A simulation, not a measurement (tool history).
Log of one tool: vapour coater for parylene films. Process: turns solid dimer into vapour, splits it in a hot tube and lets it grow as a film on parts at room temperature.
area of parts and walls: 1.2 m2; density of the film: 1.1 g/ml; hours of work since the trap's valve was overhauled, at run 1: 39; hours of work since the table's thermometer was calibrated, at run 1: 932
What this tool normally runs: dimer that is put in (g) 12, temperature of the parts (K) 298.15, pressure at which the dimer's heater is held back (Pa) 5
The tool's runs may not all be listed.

run     day  dimer that is put in (g)  temperature of the parts (K)  pressure at which the dimer's heater is held back (Pa)  hours of work since the trap's valve was overhauled  hours of work since the table's thermometer was calibrated  thickness of the film (nm)
  1       0                        12                        298.15                                                       5                                                   39                                                         932                        5280
  2   0.983                        12                        298.15                                                       5                                                   53                                                         947                        5310
  3   2.525                        12                        298.15                                                       5                                                   75                                                         969                        5030
  4   3.954                        12                        298.15                                                    5.68                                                   96                                                         989                        5090
  5   4.904                        12                        298.15                                                    5.68                                                  109                                                        1003                        5040
  6   6.321                        12                        298.15                                                    5.68                                                  130                                                        1023                        5020
  7   7.842                        12                        298.15                                                    5.68                                                  152                                                        1045                        5000
  8   9.812                        12                        298.15                                                    4.31                                                  180                                                        1074                        5350
  9  11.046                        12                        292.15                                                    4.31                                                  198                                                        1092                        6150
 10  12.504                        12                        292.15                                                    4.31                                                  219                                                        1113                        6070
 11  13.458                        18                        292.15                                                    4.31                                                  233                                                        1126                        9270
 12    14.8                        18                        292.15                                                    4.31                                                  252                                                        1146                        9120
 13  15.933                        18                        292.15                                                    4.31                                                  268                                                        1162                        9200
 14  17.767                        18                        292.15                                                    4.31                                                  295                                                        1188                        9190
 15    19.7                        12                        303.15                                                       5                                                  323                                                        1216                        4480
 16  21.392                        12                        303.15                                                       5                                                  347                                                        1241                        4400
 17  22.925                        19                        298.15                                                       5                                                  369                                                        1263                        7790
 18  24.333                        19                        298.15                                                       5                                                  389                                                        1283                        7770
 19  25.938                         6                        298.15                                                       5                                                  412                                                        1306                        2490
 20  27.804                         6                        298.15                                                       5                                                  439                                                        1333                        2470
 21  28.675                         6                        298.15                                                       5                                                  452                                                        1346                        2400
 22  29.962                         6                        298.15                                                       5                                                  470                                                        1364                        2480
 23  31.833                         6                        298.15                                                       5                                                  497                                                        1391                        2410
 24   33.15                        10                        292.15                                                    5.02                                                  516                                                        1410                        4640
     33.371  -- table's thermometer calibrated
 25  34.975                        10                        292.15                                                    5.02                                                  542                                                          23                        4550
 26  36.571                        12                        298.15                                                       5                                                  565                                                          46                        4810
 27  38.238                         6                        303.15                                                       5                                                  589                                                          70                        2050
 28  40.154                         6                        303.15                                                       5                                                  617                                                          98                        2010
     41.275  -- trap's valve overhauled
 29  41.275                        12                        303.15                                                    5.24                                                    0                                                         112                        4520
     42.288  -- table's thermometer calibrated, once more
 30  42.742                        12                        303.15                                                    5.24                                                   21                                                           7                        4690
 31  44.471                        12                        308.15                                                    6.42                                                   45                                                          31                        3880
 32  45.433                         6                        298.15                                                       5                                                   59                                                          45                        2620
 33  47.292                         6                        298.15                                                       5                                                   86                                                          72                        2650
 34  48.579                        15                        296.15                                                    9.55                                                  105                                                          91                        5960
 35  49.717                         8                        300.15                                                    2.08                                                  121                                                         107                        4010
 36  51.617                         5                        296.15                                                    2.08                                                  148                                                         134                        2790
 37  52.658                         6                        296.15                                                    7.45                                                  163                                                         149                        2470
 38  54.254                        12                        307.15                                                    4.18                                                  186                                                         172                        4300
 39  55.133                        12                        307.15                                                    4.18                                                  199                                                         185                        4240
 40  56.621                         9                        298.15                                                       5                                                  221                                                         207                        3890
 41  57.538                         9                        303.15                                                       5                                                  234                                                         220                        3480
 42  59.496                         6                        308.15                                                       5                                                  262                                                         248                        2050
 43  60.367                         6                        292.15                                                    4.39                                                  274                                                         260                        3060
 44  61.658                        20                        297.15                                                       5                                                  293                                                         279                        8580
 45    62.5                        13                        296.15                                                    3.02                                                  305                                                         291                        6540

Alternative continuations, all from the tool just after run 45; predict every row:
  A  63.708                        12                        298.15                                                    5.73                                                  323                                                         309                           ?
  B  63.708                        13                        310.15                                                    8.15                                                  323                                                         309                           ?
  C  63.708                        20                        297.15                                                    2.75                                                  323                                                         309                           ?

run  thickness of the film (nm)
  A                        4890
  B                        3610
  C                        9980
Without the tool's hidden state the same runs would have given:
run  thickness of the film (nm)
  A                        5220
  B                        3860
  C                       10660
